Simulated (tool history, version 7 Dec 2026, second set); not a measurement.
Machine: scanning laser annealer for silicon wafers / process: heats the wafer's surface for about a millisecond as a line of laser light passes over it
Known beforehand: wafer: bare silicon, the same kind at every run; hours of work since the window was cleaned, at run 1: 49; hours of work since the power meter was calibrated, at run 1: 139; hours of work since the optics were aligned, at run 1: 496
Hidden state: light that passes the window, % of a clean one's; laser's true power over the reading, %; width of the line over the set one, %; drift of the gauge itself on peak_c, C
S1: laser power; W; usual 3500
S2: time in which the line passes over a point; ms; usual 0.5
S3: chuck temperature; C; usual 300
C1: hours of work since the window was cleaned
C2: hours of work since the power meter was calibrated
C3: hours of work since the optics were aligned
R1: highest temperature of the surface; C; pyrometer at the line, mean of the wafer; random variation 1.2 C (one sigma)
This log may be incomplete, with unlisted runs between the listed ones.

run	hour	S1	S2	S3	C1	C2	C3	R1
1	0.0	3500	0.5	300	49	139	496	1046
2	4.7	3325	0.5	300	51	141	498	1010
3	8.6	3325	0.5	300	53	143	500	1012
4	15.6	3500	0.5	300	56	145	502	1047
5	21.0	3500	0.5	300	58	148	505	1046
6	28.1	3554	0.5	300	61	151	508	1056

Expected results for the next run?
7	33.0	3554	0.5	300	63	153	509	?

R1: 1057 C
On a tool with no hidden condition, and with the same random variation, this run would have come out at R1 1057 C.

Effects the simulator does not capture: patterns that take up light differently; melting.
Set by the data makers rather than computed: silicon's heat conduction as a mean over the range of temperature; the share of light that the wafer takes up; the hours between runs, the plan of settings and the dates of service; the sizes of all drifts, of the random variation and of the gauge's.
